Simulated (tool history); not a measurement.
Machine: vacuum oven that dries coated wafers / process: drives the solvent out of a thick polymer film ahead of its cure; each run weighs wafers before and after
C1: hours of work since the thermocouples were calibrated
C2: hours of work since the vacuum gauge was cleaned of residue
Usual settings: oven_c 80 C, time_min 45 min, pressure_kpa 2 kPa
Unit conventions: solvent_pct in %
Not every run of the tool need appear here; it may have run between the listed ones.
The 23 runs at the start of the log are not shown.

Run 24, hour 825.2: usual settings but oven_c 74 C, time_min 33 min, pressure_kpa 1.34 kPa; C1 38; C2 596. Result: solvent_pct 4.79 %.
Run 25, hour 873.5: usual settings but oven_c 92 C, pressure_kpa 1.33 kPa; C1 58; C2 616. Result: solvent_pct 0.29 %.
Run 26, hour 920.8: usual settings but oven_c 89 C, time_min 36 min, pressure_kpa 4.43 kPa; C1 78; C2 635. Result: solvent_pct 1.08 %.
Run 27, hour 947.8: usual settings but oven_c 82 C, time_min 38 min, pressure_kpa 6.25 kPa; C1 89; C2 647. Result: solvent_pct 2.5 %.
Run 28, hour 975.7: usual settings but oven_c 82 C, time_min 38 min, pressure_kpa 6.25 kPa; C1 101; C2 658. Result: solvent_pct 2.5 %.
Run 29, hour 1022.5: usual settings but oven_c 82 C, time_min 28 min, pressure_kpa 5.72 kPa; C1 120; C2 678. Result: solvent_pct 3.34 %.
Run 30, hour 1053: usual settings but oven_c 82 C, time_min 28 min, pressure_kpa 5.72 kPa; C1 133; C2 690. Result: solvent_pct 3.3 %.
Run 31, hour 1082.7: usual settings but oven_c 84 C, time_min 24 min, pressure_kpa 7.35 kPa; C1 145; C2 703. Result: solvent_pct 3.53 %.
Run 32, hour 1131.8: usual settings but oven_c 84 C, time_min 24 min, pressure_kpa 7.35 kPa; C1 166; C2 723. Result: solvent_pct 3.56 %.
Run 33, hour 1179.5: usual settings but oven_c 81 C, time_min 24 min, pressure_kpa 7.35 kPa; C1 186; C2 743. Result: solvent_pct 4.62 %.
Run 34, hour 1219: usual settings but oven_c 69 C, time_min 60 min; C1 202; C2 759. Result: solvent_pct 3.96 %.
Run 35, hour 1268.1: usual settings but oven_c 65 C, time_min 56 min, pressure_kpa 3.52 kPa; C1 222; C2 780. Result: solvent_pct 6.79 %.
Run 36, hour 1294.3: usual settings but oven_c 65 C, time_min 56 min, pressure_kpa 3.52 kPa; C1 233; C2 791. Result: solvent_pct 6.7 %.

Below are 3 alternative next runs, each starting from the tool's condition after run 36. Predict each:
Run A, hour 1328.4: usual settings but oven_c 83 C, time_min 22 min, pressure_kpa 5 kPa; C1 248; C2 805. Result: solvent_pct ?.
Run B, hour 1328.4: usual settings but oven_c 65 C, time_min 56 min, pressure_kpa 1.75 kPa; C1 248; C2 805. Result: solvent_pct ?.
Run C, hour 1328.4: usual settings but oven_c 67 C, time_min 37 min, pressure_kpa 2.54 kPa; C1 248; C2 805. Result: solvent_pct ?.

run  solvent_pct
  A         3.75
  B         6.09
  C         7.58
The same runs, with their run-to-run variation unchanged, on a tool lacking any hidden condition would have given:
run  solvent_pct
  A          3.8
  B         6.12
  C         7.62
